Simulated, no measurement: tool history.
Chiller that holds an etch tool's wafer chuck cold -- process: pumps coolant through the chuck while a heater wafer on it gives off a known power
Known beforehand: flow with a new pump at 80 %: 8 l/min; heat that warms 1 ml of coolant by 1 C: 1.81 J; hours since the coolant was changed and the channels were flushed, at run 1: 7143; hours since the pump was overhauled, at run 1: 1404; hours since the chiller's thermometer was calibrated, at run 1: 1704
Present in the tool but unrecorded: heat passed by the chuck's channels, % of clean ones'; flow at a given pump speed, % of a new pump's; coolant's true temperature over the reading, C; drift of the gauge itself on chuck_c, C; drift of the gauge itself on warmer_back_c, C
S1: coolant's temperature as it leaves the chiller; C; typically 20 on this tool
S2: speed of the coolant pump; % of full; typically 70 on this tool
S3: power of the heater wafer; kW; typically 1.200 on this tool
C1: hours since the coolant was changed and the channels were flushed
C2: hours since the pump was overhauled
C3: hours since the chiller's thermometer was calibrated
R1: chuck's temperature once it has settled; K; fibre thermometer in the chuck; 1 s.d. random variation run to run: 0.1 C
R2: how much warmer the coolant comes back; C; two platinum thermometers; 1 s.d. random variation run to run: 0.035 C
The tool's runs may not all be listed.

{"run": 1, "hour": 0.0, "S1": 20, "S2": 70, "S3": 1.2, "C1": 7143, "C2": 1404, "C3": 1704, "R1": 303.35, "R2": 5.76}
{"run": 2, "hour": 36.8, "S1": 17, "S2": 70, "S3": 1.2, "C1": 7180, "C2": 1441, "C3": 1741, "R1": 300.45, "R2": 5.87}
{"run": 3, "hour": 57.5, "S1": 17, "S2": 70, "S3": 1.2, "C1": 7201, "C2": 1462, "C3": 1762, "R1": 300.35, "R2": 5.78}
{"run": 4, "hour": 86.2, "S1": 17, "S2": 70, "S3": 1.2, "C1": 7229, "C2": 1490, "C3": 1790, "R1": 300.45, "R2": 5.84}
{"run": 5, "hour": 127.9, "S1": 17, "S2": 70, "S3": 1.2, "C1": 7271, "C2": 1532, "C3": 1832, "R1": 300.35, "R2": 5.88}
{"run": 6, "hour": 161.6, "S1": 17, "S2": 70, "S3": 1.2, "C1": 7305, "C2": 1566, "C3": 1866, "R1": 300.45, "R2": 5.88}
{"run": 7, "hour": 180.8, "S1": 17, "S2": 70, "S3": 1.2, "C1": 7324, "C2": 1585, "C3": 1885, "R1": 300.55, "R2": 5.91}
{"run": 8, "hour": 218.3, "S1": 17, "S2": 70, "S3": 1.2, "C1": 7361, "C2": 1623, "C3": 1923, "R1": 300.45, "R2": 5.84}
{"run": 9, "hour": 260.4, "S1": 17, "S2": 90, "S3": 1.2, "C1": 7404, "C2": 1665, "C3": 1965, "R1": 298.35, "R2": 4.42}
{"run": 10, "hour": 297.8, "S1": 17, "S2": 90, "S3": 1.2, "C1": 7441, "C2": 1702, "C3": 2002, "R1": 298.25, "R2": 4.47}
{"run": 11, "hour": 327.2, "S1": 17, "S2": 90, "S3": 1.2, "C1": 7470, "C2": 1731, "C3": 2031, "R1": 298.25, "R2": 4.49}
{"run": 12, "hour": 355.6, "S1": 17, "S2": 90, "S3": 1.2, "C1": 7499, "C2": 1760, "C3": 2060, "R1": 298.25, "R2": 4.44}
{"run": 13, "hour": 390.9, "S1": 17, "S2": 90, "S3": 1.2, "C1": 7534, "C2": 1795, "C3": 2095, "R1": 298.25, "R2": 4.47}
{"run": 14, "hour": 431.9, "S1": 20, "S2": 70, "S3": 1.2, "C1": 7575, "C2": 1836, "C3": 2136, "R1": 303.25, "R2": 5.97}
{"run": 15, "hour": 453.7, "S1": 20, "S2": 70, "S3": 1.2, "C1": 7597, "C2": 1858, "C3": 2158, "R1": 303.55, "R2": 5.97}
{"run": 16, "hour": 481.2, "S1": 20, "S2": 70, "S3": 1.2, "C1": 7624, "C2": 1885, "C3": 2185, "R1": 303.55, "R2": 5.94}
{"run": 17, "hour": 519.3, "S1": 20, "S2": 70, "S3": 1.2, "C1": 7662, "C2": 1924, "C3": 2224, "R1": 303.25, "R2": 6.0}
{"run": 18, "hour": 548.4, "S1": 20, "S2": 70, "S3": 1.2, "C1": 7692, "C2": 1953, "C3": 2253, "R1": 303.45, "R2": 5.95}
{"run": 19, "hour": 591.8, "S1": 10, "S2": 70, "S3": 1.382, "C1": 7735, "C2": 1996, "C3": 2296, "R1": 295.05, "R2": 6.9}
{"run": 20, "hour": 633.7, "S1": 10, "S2": 70, "S3": 1.382, "C1": 7777, "C2": 2038, "C3": 2338, "R1": 294.95, "R2": 6.99}
{"run": 21, "hour": 674.6, "S1": 10, "S2": 70, "S3": 1.382, "C1": 7818, "C2": 2079, "C3": 2379, "R1": 295.05, "R2": 6.89}
{"run": 22, "hour": 716.4, "S1": 20, "S2": 67, "S3": 1.2, "C1": 7860, "C2": 2121, "C3": 2421, "R1": 303.85, "R2": 6.38}
{"run": 23, "hour": 756.3, "S1": 13, "S2": 93, "S3": 1.479, "C1": 7900, "C2": 2161, "C3": 2461, "R1": 295.75, "R2": 5.44}
{"run": 24, "hour": 779.4, "S1": 27, "S2": 70, "S3": 0.841, "C1": 7923, "C2": 2184, "C3": 2484, "R1": 307.25, "R2": 4.32}
{"hour": 812.6, "done": "chiller's thermometer calibrated"}
{"run": 25, "hour": 825.2, "S1": 23, "S2": 70, "S3": 1.2, "C1": 7967, "C2": 2228, "C3": 13, "R1": 306.35, "R2": 6.04}
{"run": 26, "hour": 848.3, "S1": 20, "S2": 75, "S3": 0.886, "C1": 7990, "C2": 2252, "C3": 36, "R1": 300.35, "R2": 4.21}
{"run": 27, "hour": 885.9, "S1": 20, "S2": 75, "S3": 0.886, "C1": 8028, "C2": 2289, "C3": 73, "R1": 300.35, "R2": 4.29}
{"run": 28, "hour": 910.3, "S1": 20, "S2": 75, "S3": 0.886, "C1": 8053, "C2": 2314, "C3": 98, "R1": 300.05, "R2": 4.23}
{"run": 29, "hour": 937.8, "S1": 20, "S2": 75, "S3": 0.886, "C1": 8080, "C2": 2341, "C3": 125, "R1": 300.05, "R2": 4.29}
{"run": 30, "hour": 963.1, "S1": 20, "S2": 92, "S3": 1.158, "C1": 8105, "C2": 2366, "C3": 150, "R1": 300.75, "R2": 4.4}
{"run": 31, "hour": 998.3, "S1": 20, "S2": 78, "S3": 0.759, "C1": 8140, "C2": 2402, "C3": 186, "R1": 298.95, "R2": 3.53}
{"run": 32, "hour": 1024.4, "S1": 17, "S2": 74, "S3": 0.759, "C1": 8167, "C2": 2428, "C3": 212, "R1": 296.25, "R2": 3.81}
{"hour": 1067.0, "done": "gauge calibrated"}
{"run": 33, "hour": 1068.5, "S1": 20, "S2": 74, "S3": 1.2, "C1": 8211, "C2": 2472, "C3": 256, "R1": 302.95, "R2": 5.42}

Below are 3 alternative next runs, each starting from the tool's condition after run 33. Predict each:
{"run": "A", "hour": 1089.6, "S1": 20, "S2": 91, "S3": 1.2, "C1": 8232, "C2": 2493, "C3": 277, "R1": "?", "R2": "?"}
{"run": "B", "hour": 1089.6, "S1": 20, "S2": 74, "S3": 1.77, "C1": 8232, "C2": 2493, "C3": 277, "R1": "?", "R2": "?"}
{"run": "C", "hour": 1089.6, "S1": 20, "S2": 74, "S3": 1.113, "C1": 8232, "C2": 2493, "C3": 277, "R1": "?", "R2": "?"}

run=A R1=300.95 R2=4.29
run=B R1=307.55 R2=7.98
run=C R1=302.05 R2=5.05
Had the tool no hidden state, the same runs would have come out as:
run=A R1=300.95 R2=4.28
run=B R1=307.55 R2=7.97
run=C R1=301.95 R2=5.04
